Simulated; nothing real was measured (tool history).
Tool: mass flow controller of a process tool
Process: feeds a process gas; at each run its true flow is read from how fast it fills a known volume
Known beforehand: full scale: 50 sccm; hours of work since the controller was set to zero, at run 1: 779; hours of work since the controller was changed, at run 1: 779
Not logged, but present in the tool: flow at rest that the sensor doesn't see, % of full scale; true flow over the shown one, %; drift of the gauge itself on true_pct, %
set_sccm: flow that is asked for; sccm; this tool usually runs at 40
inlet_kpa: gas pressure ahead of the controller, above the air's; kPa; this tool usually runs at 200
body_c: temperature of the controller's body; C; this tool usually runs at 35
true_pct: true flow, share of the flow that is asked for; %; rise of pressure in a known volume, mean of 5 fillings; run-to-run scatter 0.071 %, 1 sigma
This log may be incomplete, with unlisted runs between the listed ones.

| run | day | set_sccm | inlet_kpa | body_c | hours of work since the controller was set to zero | hours of work since the controller was changed | true_pct |
|---|---|---|---|---|---|---|---|
| 1 | 0.000 | 40 | 200 | 35 | 779 | 779 | 100.81 |
| 2 | 17.888 | 40 | 200 | 35 | 1106 | 1106 | 100.93 |
| 3 | 31.117 | 40 | 200 | 35 | 1347 | 1347 | 101.00 |
| 4 | 41.546 | 43 | 200 | 35 | 1538 | 1538 | 101.29 |
| 5 | 50.267 | 43 | 200 | 35 | 1697 | 1697 | 101.39 |
| 6 | 69.538 | 40 | 200 | 34 | 2050 | 2050 | 101.22 |
| 7 | 83.404 | 40 | 200 | 34 | 2303 | 2303 | 101.14 |
| 8 | 99.138 | 40 | 200 | 34 | 2591 | 2591 | 101.35 |
| 9 | 118.417 | 40 | 200 | 34 | 2943 | 2943 | 101.41 |
| 10 | 130.288 | 40 | 200 | 34 | 3160 | 3160 | 101.48 |
| 11 | 140.504 | 40 | 200 | 21 | 3347 | 3347 | 100.39 |
| 12 | 150.792 | 28 | 200 | 21 | 3535 | 3535 | 99.87 |
|  | 152.383 | controller's zero set anew |
| 13 | 159.808 | 40 | 200 | 22 | 136 | 3700 | 100.84 |
| 14 | 171.838 | 40 | 200 | 22 | 356 | 3919 | 100.74 |
| 15 | 191.062 | 9 | 200 | 22 | 707 | 4271 | 102.48 |
| 16 | 211.462 | 40 | 239 | 26 | 1080 | 4644 | 101.20 |
|  | 228.700 | controller's zero set anew, once more |
| 17 | 230.633 | 15 | 166 | 38 | 35 | 4994 | 100.60 |
| 18 | 244.250 | 39 | 196 | 23 | 284 | 5243 | 100.22 |
| 19 | 257.808 | 18 | 196 | 33 | 532 | 5491 | 100.11 |
| 20 | 268.442 | 48 | 159 | 20 | 726 | 5685 | 100.95 |
| 21 | 277.238 | 22 | 200 | 26 | 887 | 5846 | 99.78 |
| 22 | 291.175 | 22 | 200 | 26 | 1142 | 6101 | 99.90 |
| 23 | 304.121 | 40 | 264 | 26 | 1379 | 6337 | 100.45 |
| 24 | 313.908 | 17 | 258 | 32 | 1558 | 6516 | 100.20 |
| 25 | 327.375 | 17 | 258 | 20 | 1804 | 6762 | 99.25 |
| 26 | 337.246 | 17 | 258 | 20 | 1984 | 6943 | 99.25 |
| 27 | 351.758 | 17 | 200 | 35 | 2250 | 7208 | 101.30 |

Each row is a separate what-if for the run after 27, all from the same tool condition, not one after another. Results?
| A | 366.246 | 17 | 243 | 22 | 2514 | 7473 | ? |
| B | 366.246 | 21 | 162 | 35 | 2514 | 7473 | ? |
| C | 366.246 | 11 | 200 | 21 | 2514 | 7473 | ? |

| run | true_pct |
|---|---|
| A | 99.84 |
| B | 101.84 |
| C | 100.26 |
Had the tool no hidden state, the same runs would have come out as:
| run | true_pct |
|---|---|
| A | 97.47 |
| B | 99.67 |
| C | 97.32 |
